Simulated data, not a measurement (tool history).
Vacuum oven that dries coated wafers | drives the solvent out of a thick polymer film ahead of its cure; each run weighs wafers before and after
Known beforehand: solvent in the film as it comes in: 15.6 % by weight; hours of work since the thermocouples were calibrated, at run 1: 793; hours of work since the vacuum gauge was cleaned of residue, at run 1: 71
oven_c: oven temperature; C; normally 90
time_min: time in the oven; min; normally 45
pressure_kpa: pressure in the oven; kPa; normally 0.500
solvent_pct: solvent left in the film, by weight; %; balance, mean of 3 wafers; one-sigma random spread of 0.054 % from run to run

run	day	oven_c	time_min	pressure_kpa	hours of work since the thermocouples were calibrated	hours of work since the vacuum gauge was cleaned of residue	solvent_pct
1	0.000	90	45	0.500	793	71	2.12
2	0.338	90	45	0.500	796	75	2.14
3	0.617	90	45	0.367	799	78	1.94
4	1.225	90	45	0.500	806	84	2.05
5	1.567	90	45	0.577	809	88	2.15
6	2.067	90	45	0.500	814	93	2.07
7	2.362	80	45	0.500	818	96	4.85
8	2.708	90	45	0.500	821	99	2.15
# day 2.804: vacuum gauge cleaned of residue and calibrated
9	3.346	90	45	0.500	827	6	2.13
10	3.658	90	45	0.500	830	9	2.11
11	4.162	90	45	1.422	836	14	3.08
12	4.642	90	45	1.422	841	19	3.13
13	4.950	90	45	0.500	844	22	2.22
14	5.204	90	58	0.500	846	25	1.50
# day 5.808: vacuum gauge cleaned of residue and calibrated, once more
15	5.808	102	64	0.271	852	0	0.27
16	6.338	102	64	1.142	858	5	0.92
17	6.821	94	28	0.408	863	11	2.72
18	7.354	93	55	0.679	868	16	1.26
19	7.771	93	55	0.679	872	20	1.27
20	8.379	100	62	0.500	879	27	0.46
21	8.712	100	28	0.500	882	30	1.65
22	9.054	100	28	0.500	886	34	1.65
23	9.483	100	28	0.500	890	38	1.66
24	10.100	100	28	0.500	897	45	1.50
25	10.367	100	28	0.500	899	47	1.59
26	10.854	90	24	1.851	904	52	5.79

For each entry between runs, how does the tool's hidden state at the last listed run before it compare with that at the first listed run after it?
Between runs 8 and 9: vacuum gauge cleaned of residue and calibrated (day 2.804)
  true pressure over the reading, kPa: 0.034 -> 0.057
  measured result minus the result with no hidden state, solvent_pct: +0.12 -> +0.14 %
Between runs 14 and 15: vacuum gauge cleaned of residue and calibrated, once more (day 5.808)
  true pressure over the reading, kPa: 0.06 -> 0.002
  measured result minus the result with no hidden state, solvent_pct: +0.13 -> +0.00 %
